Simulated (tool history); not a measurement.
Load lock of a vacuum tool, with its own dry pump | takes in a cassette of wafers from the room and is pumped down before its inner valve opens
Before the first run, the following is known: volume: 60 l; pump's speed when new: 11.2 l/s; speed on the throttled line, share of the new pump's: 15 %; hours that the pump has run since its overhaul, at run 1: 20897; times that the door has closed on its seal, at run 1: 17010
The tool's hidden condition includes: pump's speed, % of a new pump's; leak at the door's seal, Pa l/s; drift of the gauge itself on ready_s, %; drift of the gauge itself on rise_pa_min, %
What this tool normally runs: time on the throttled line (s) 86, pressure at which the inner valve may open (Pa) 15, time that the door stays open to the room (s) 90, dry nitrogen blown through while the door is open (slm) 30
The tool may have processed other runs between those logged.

run,hour,time on the throttled line (s),pressure at which the inner valve may open (Pa),time that the door stays open to the room (s),dry nitrogen blown through while the door is open (slm),hours that the pump has run since its overhaul,times that the door has closed on its seal,"incoming humidity of the room's air, %",time from the closed door until the inner valve may open (s),rise of the pressure with all valves shut (Pa/min)
1,0,86,15,90,30,20897,17010,45,131.9,0.084
2,396.8,86,15,90,30,21294,18122,44.5,131,0.088
3,893.6,86,15,90,30,21790,19515,43.9,133,0.092
4,1273.2,86,15,90,30,22170,20579,45.6,132.7,0.11
5,1682.8,86,15,90,30,22580,21728,46.3,133.6,0.109
6,2254.6,86,15,90,30,23152,23331,45.1,134.4,0.123
7,2557.1,152,15,90,30,23454,24179,41.8,184.6,0.125
8,2828.5,100,15,90,13,23725,24940,46.5,144.5,0.143
9,3390.2,100,15,62,13,24287,26515,45.6,145.2,0.158
10,3884.5,98,15,160,30,24781,27901,45.5,143.9,0.172
# hour 4149.2: dry pump taken out, an overhauled one fitted
11,4207,98,25,96,30,58,28788,45.2,128.6,0.174

How the hidden state differs across the entries between the runs, from the last listed run before each to the first after it:
Runs 10 to 11: dry pump taken out, an overhauled one fitted (hour 4149.2)
  pump's speed, % of a new pump's: 71.7 -> 101; leak at the door's seal, Pa l/s: 0.1461 -> 0.1552
  measured result minus the result with no hidden state, time from the closed door until the inner valve may open (s): +13.2 -> -0.3; rise of the pressure with all valves shut (Pa/min): +0.144 -> +0.152

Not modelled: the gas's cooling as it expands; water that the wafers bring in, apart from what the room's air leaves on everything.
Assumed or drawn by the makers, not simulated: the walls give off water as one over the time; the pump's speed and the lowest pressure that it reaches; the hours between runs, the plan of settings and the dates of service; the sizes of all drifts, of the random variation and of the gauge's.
